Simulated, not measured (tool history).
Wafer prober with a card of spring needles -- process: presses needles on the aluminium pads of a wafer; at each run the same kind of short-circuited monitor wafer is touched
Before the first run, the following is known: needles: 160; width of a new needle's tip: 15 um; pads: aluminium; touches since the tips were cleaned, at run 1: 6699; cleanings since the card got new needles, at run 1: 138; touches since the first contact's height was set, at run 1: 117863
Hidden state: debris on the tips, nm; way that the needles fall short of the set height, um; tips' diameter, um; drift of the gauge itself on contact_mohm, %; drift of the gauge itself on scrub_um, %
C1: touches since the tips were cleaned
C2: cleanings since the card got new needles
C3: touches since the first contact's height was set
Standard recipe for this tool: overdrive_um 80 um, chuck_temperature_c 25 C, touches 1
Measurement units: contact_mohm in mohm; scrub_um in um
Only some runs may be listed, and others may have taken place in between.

Run 1, hour 0.0: usual settings; C1 6699; C2 138; C3 117863. Result: contact_mohm 139 mohm, scrub_um 19.84 um.
At hour 5.4: tips cleaned on abrasive film.
At hour 32.0: tips cleaned on abrasive film.
Run 2, hour 51.3: usual settings; C1 6118; C2 140; C3 134088. Result: contact_mohm 138 mohm, scrub_um 19.86 um.
At hour 56.1: tips cleaned on abrasive film.
At hour 80.7: tips cleaned on abrasive film.
At hour 81.0: height of the first contact set anew.
At hour 102.4: tips cleaned on abrasive film.
Run 3, hour 103.2: usual settings; C1 267; C2 143; C3 7005. Result: contact_mohm 139 mohm, scrub_um 19.87 um.
At hour 124.5: tips cleaned on abrasive film.
At hour 149.8: tips cleaned on abrasive film.
At hour 176.4: tips cleaned on abrasive film.
At hour 202.0: tips cleaned on abrasive film.
Run 4, hour 202.9: usual settings; C1 292; C2 147; C3 38530. Result: contact_mohm 138 mohm, scrub_um 19.90 um.
At hour 228.3: tips cleaned on abrasive film.
At hour 254.4: tips cleaned on abrasive film.
At hour 278.1: tips cleaned on abrasive film.
Run 5, hour 290.0: usual settings; C1 3781; C2 150; C3 66074. Result: contact_mohm 138 mohm, scrub_um 19.89 um.
At hour 304.7: tips cleaned on abrasive film.
At hour 331.3: tips cleaned on abrasive film.
At hour 357.4: tips cleaned on abrasive film.
Run 6, hour 357.8: usual settings; C1 136; C2 153; C3 87508. Result: contact_mohm 140 mohm, scrub_um 19.91 um.
At hour 379.1: tips cleaned on abrasive film.
At hour 403.9: tips cleaned on abrasive film.
At hour 428.2: tips cleaned on abrasive film.
Run 7, hour 428.2: usual settings but overdrive_um 95 um, chuck_temperature_c 27 C; C1 0; C2 156; C3 109779. Result: contact_mohm 138 mohm, scrub_um 23.78 um.
At hour 453.8: tips cleaned on abrasive film.
At hour 480.4: tips cleaned on abrasive film.
Run 8, hour 488.4: usual settings but overdrive_um 72 um, chuck_temperature_c 46 C, touches 2; C1 2530; C2 158; C3 128812. Result: contact_mohm 142 mohm, scrub_um 17.94 um.
At hour 503.6: tips cleaned on abrasive film.
At hour 528.9: tips cleaned on abrasive film.
At hour 534.4: height of the first contact set anew.
At hour 554.7: tips cleaned on abrasive film.
Run 9, hour 558.6: usual settings but overdrive_um 81 um, chuck_temperature_c 115 C, touches 2; C1 1218; C2 161; C3 7629. Result: contact_mohm 151 mohm, scrub_um 20.17 um.
At hour 579.4: tips cleaned on abrasive film.
At hour 605.2: tips cleaned on abrasive film.
At hour 630.1: tips cleaned on abrasive film.
Run 10, hour 645.1: usual settings but chuck_temperature_c 103 C, touches 2; C1 4755; C2 164; C3 35000. Result: contact_mohm 151 mohm, scrub_um 19.91 um.
At hour 655.8: tips cleaned on abrasive film.
At hour 681.7: tips cleaned on abrasive film.
At hour 706.6: tips cleaned on abrasive film.
At hour 727.9: tips cleaned on abrasive film.
Run 11, hour 739.6: usual settings but overdrive_um 61 um; C1 3706; C2 168; C3 64880. Result: contact_mohm 143 mohm, scrub_um 15.19 um.

Hidden condition of the tool, last listed run before each entry between runs versus first listed run after:
Logged between run 1 and run 2: tips cleaned on abrasive film (hour 5.4); tips cleaned on abrasive film (hour 32.0)
  the hidden state is the same at both runs
Logged between run 2 and run 3: tips cleaned on abrasive film (hour 56.1); tips cleaned on abrasive film (hour 80.7); height of the first contact set anew (hour 81.0); tips cleaned on abrasive film (hour 102.4)
  debris on the tips, nm: 2.2 -> 0.4; way that the needles fall short of the set height, um: 0.02 -> 0
Logged between run 3 and run 4: tips cleaned on abrasive film (hour 124.5); tips cleaned on abrasive film (hour 149.8); tips cleaned on abrasive film (hour 176.4); tips cleaned on abrasive film (hour 202.0)
  way that the needles fall short of the set height, um: 0 -> 0.01; tips' diameter, um: 15.06 -> 15.07
Logged between run 4 and run 5: tips cleaned on abrasive film (hour 228.3); tips cleaned on abrasive film (hour 254.4); tips cleaned on abrasive film (hour 278.1)
  debris on the tips, nm: 0.4 -> 2.1
Logged between run 5 and run 6: tips cleaned on abrasive film (hour 304.7); tips cleaned on abrasive film (hour 331.3); tips cleaned on abrasive film (hour 357.4)
  debris on the tips, nm: 2.1 -> 0.3
Logged between run 6 and run 7: tips cleaned on abrasive film (hour 379.1); tips cleaned on abrasive film (hour 403.9); tips cleaned on abrasive film (hour 428.2)
  debris on the tips, nm: 0.3 -> 0.2; way that the needles fall short of the set height, um: 0.01 -> 0.02
Logged between run 7 and run 8: tips cleaned on abrasive film (hour 453.8); tips cleaned on abrasive film (hour 480.4)
  debris on the tips, nm: 0.2 -> 1.8
Logged between run 8 and run 9: tips cleaned on abrasive film (hour 503.6); tips cleaned on abrasive film (hour 528.9); height of the first contact set anew (hour 534.4); tips cleaned on abrasive film (hour 554.7)
  debris on the tips, nm: 1.8 -> 1.4; way that the needles fall short of the set height, um: 0.02 -> 0
Logged between run 9 and run 10: tips cleaned on abrasive film (hour 579.4); tips cleaned on abrasive film (hour 605.2); tips cleaned on abrasive film (hour 630.1)
  debris on the tips, nm: 1.4 -> 2.1; way that the needles fall short of the set height, um: 0 -> 0.01
Logged between run 10 and run 11: tips cleaned on abrasive film (hour 655.8); tips cleaned on abrasive film (hour 681.7); tips cleaned on abrasive film (hour 706.6); tips cleaned on abrasive film (hour 727.9)
  debris on the tips, nm: 2.1 -> 1.8; tips' diameter, um: 15.07 -> 15.08
